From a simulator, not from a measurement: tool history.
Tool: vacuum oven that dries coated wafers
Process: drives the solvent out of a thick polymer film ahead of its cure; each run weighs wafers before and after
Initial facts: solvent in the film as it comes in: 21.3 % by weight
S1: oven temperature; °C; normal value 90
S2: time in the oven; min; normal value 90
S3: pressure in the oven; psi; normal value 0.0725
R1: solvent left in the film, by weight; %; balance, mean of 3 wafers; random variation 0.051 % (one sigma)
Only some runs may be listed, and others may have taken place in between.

{"run": 1, "day": 0.0, "S1": 90, "S2": 90, "S3": 0.0725, "R1": 1.09}
{"run": 2, "day": 1.133, "S1": 90, "S2": 90, "S3": 0.0725, "R1": 0.98}
{"run": 3, "day": 2.592, "S1": 87, "S2": 90, "S3": 0.0725, "R1": 1.67}
{"run": 4, "day": 4.104, "S1": 90, "S2": 90, "S3": 0.0725, "R1": 1}
{"run": 5, "day": 5.067, "S1": 90, "S2": 90, "S3": 0.0725, "R1": 1.06}
{"run": 6, "day": 6.288, "S1": 90, "S2": 90, "S3": 0.0592, "R1": 1.13}
{"run": 7, "day": 7.546, "S1": 90, "S2": 90, "S3": 0.0592, "R1": 1.06}
{"run": 8, "day": 9.312, "S1": 90, "S2": 90, "S3": 0.0592, "R1": 1.01}
{"run": 9, "day": 11.029, "S1": 90, "S2": 90, "S3": 0.2007, "R1": 1.29}
{"run": 10, "day": 11.958, "S1": 90, "S2": 90, "S3": 0.0725, "R1": 1.06}
{"run": 11, "day": 13.433, "S1": 90, "S2": 90, "S3": 0.2173, "R1": 1.39}
{"run": 12, "day": 14.421, "S1": 90, "S2": 67, "S3": 0.0725, "R1": 2.04}
{"run": 13, "day": 15.688, "S1": 83, "S2": 90, "S3": 0.0725, "R1": 3.08}
{"run": 14, "day": 17.679, "S1": 83, "S2": 90, "S3": 0.0725, "R1": 3.11}
{"run": 15, "day": 19.642, "S1": 83, "S2": 145, "S3": 0.0725, "R1": 1.27}
{"run": 16, "day": 20.888, "S1": 90, "S2": 51, "S3": 0.0725, "R1": 3.35}
{"run": 17, "day": 21.829, "S1": 90, "S2": 90, "S3": 0.0904, "R1": 1.24}
{"run": 18, "day": 23.604, "S1": 82, "S2": 83, "S3": 0.1507, "R1": 4.06}
{"run": 19, "day": 25.625, "S1": 82, "S2": 83, "S3": 0.1507, "R1": 4.27}
{"run": 20, "day": 27.471, "S1": 82, "S2": 83, "S3": 0.1507, "R1": 4.2}
{"run": 21, "day": 29.433, "S1": 82, "S2": 83, "S3": 0.1507, "R1": 4.29}
{"run": 22, "day": 31.083, "S1": 90, "S2": 90, "S3": 0.1622, "R1": 1.3}
{"run": 23, "day": 32.438, "S1": 89, "S2": 73, "S3": 0.0699, "R1": 2.1}
{"run": 24, "day": 33.292, "S1": 89, "S2": 73, "S3": 0.0699, "R1": 2.13}
{"run": 25, "day": 34.967, "S1": 101, "S2": 90, "S3": 0.1988, "R1": 0.38}
{"run": 26, "day": 36.517, "S1": 90, "S2": 68, "S3": 0.0725, "R1": 2.06}
{"run": 27, "day": 37.488, "S1": 90, "S2": 68, "S3": 0.0725, "R1": 2.06}

3 ways to go on from here, each from the tool as it stands after run 27. What would each give?
{"run": "A", "day": 39.296, "S1": 100, "S2": 57, "S3": 0.0418, "R1": "?"}
{"run": "B", "day": 39.296, "S1": 93, "S2": 68, "S3": 0.2428, "R1": "?"}
{"run": "C", "day": 39.296, "S1": 86, "S2": 124, "S3": 0.0725, "R1": "?"}

run=A R1=0.56
run=B R1=1.52
run=C R1=1.15
With the hidden condition removed and each run's random variation left untouched, the same runs would have given:
run=A R1=0.45
run=B R1=1.36
run=C R1=0.97
